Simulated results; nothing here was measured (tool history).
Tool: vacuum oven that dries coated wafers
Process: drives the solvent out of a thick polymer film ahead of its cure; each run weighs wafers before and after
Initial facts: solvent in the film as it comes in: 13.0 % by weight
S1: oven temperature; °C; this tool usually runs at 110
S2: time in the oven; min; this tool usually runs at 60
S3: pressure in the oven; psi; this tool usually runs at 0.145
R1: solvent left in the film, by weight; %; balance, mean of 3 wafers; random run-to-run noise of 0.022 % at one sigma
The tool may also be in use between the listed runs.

run 1 hour=0 | S1=110 S2=60 S3=0.145 | R1=1.01
run 2 hour=69.1 | S1=110 S2=60 S3=0.145 | R1=1.03
run 3 hour=151.6 | S1=110 S2=60 S3=0.145 | R1=1.04
-- hour=241.5 vacuum gauge cleaned of residue and calibrated
run 4 hour=252 | S1=110 S2=60 S3=0.193 | R1=1.22
run 5 hour=307.9 | S1=114 S2=60 S3=0.145 | R1=0.68
run 6 hour=377.9 | S1=103 S2=60 S3=0.145 | R1=2.16
run 7 hour=451.3 | S1=122 S2=60 S3=0.145 | R1=0.37
run 8 hour=503.2 | S1=110 S2=42 S3=0.145 | R1=1.73
run 9 hour=615.7 | S1=110 S2=32 S3=0.145 | R1=2.46
run 10 hour=693.7 | S1=110 S2=60 S3=0.145 | R1=1.01
run 11 hour=794.8 | S1=110 S2=60 S3=0.145 | R1=1
run 12 hour=868.2 | S1=110 S2=60 S3=0.145 | R1=1.01
run 13 hour=934.1 | S1=110 S2=60 S3=0.187 | R1=1.19
run 14 hour=998.1 | S1=110 S2=60 S3=0.187 | R1=1.1
run 15 hour=1052.8 | S1=110 S2=40 S3=0.145 | R1=1.8
run 16 hour=1135.8 | S1=110 S2=40 S3=0.145 | R1=1.83
run 17 hour=1220.4 | S1=110 S2=40 S3=0.145 | R1=1.83
-- hour=1232.2 oven's thermocouples calibrated
run 18 hour=1290.8 | S1=110 S2=40 S3=0.145 | R1=1.81
run 19 hour=1379.5 | S1=110 S2=60 S3=0.145 | R1=1.05
run 20 hour=1492.9 | S1=110 S2=60 S3=0.145 | R1=1

What will run 21 give?
run 21 hour=1571.4 | S1=110 S2=60 S3=0.145 | R1=?

R1: 1 %
With no hidden state in the tool, this same run would have given R1 1 %.

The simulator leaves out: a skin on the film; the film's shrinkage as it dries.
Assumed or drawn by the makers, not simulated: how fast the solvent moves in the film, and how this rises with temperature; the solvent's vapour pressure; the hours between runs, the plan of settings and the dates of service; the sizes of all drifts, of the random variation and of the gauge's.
